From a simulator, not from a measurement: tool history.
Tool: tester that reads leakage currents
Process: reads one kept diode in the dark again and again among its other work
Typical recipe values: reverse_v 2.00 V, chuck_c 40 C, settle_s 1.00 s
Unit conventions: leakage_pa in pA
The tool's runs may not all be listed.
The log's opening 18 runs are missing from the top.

run,hour,reverse_v,chuck_c,settle_s,hours of work since the probe card was cleaned,hours of work since the tester was calibrated,hours of work since the chuck was calibrated,leakage_pa
19,2184.5,2.00,25,1.00,1528,454,781,51.74
# hour 2277.3: probe card cleaned and baked
20,2329.2,2.00,25,1.00,31,538,865,51.66
21,2425.1,6.71,25,9.64,87,594,921,98.20
# hour 2526.7: chuck's temperature calibrated
22,2526.7,1.37,23,0.84,146,653,0,35.71
23,2608.7,1.37,23,0.84,194,701,48,35.63
24,2732.7,2.00,33,2.28,267,774,121,99.59
25,2877.1,1.05,27,6.47,352,859,207,42.78
26,3031.8,7.93,48,0.53,444,951,298,660.19
27,3196.4,2.94,58,0.37,541,1048,395,791.36
28,3334.2,3.69,58,0.37,622,1129,476,888.54
29,3403.6,3.69,58,0.37,663,1170,517,894.91
30,3479.5,7.05,41,1.57,707,1214,562,364.93
31,3610.5,2.00,44,1.78,785,1292,639,234.32
32,3778.1,1.78,40,1.82,883,1390,738,162.05
33,3848.4,2.00,41,1.00,925,1432,779,187.06
34,3972.9,10.23,34,5.11,998,1505,852,259.58
35,4093.5,5.65,40,1.00,1069,1576,923,302.25

Run 36 has not been measured yet. What should we expect?
# hour 4183.9: chuck's temperature calibrated
36,4251.2,2.00,40,1.45,1161,1668,40,?

Run 36 produced leakage_pa 172.51 pA.
Were there no unlogged condition in the tool, this run, its random variation unchanged, would have produced leakage_pa 172.47 pA.
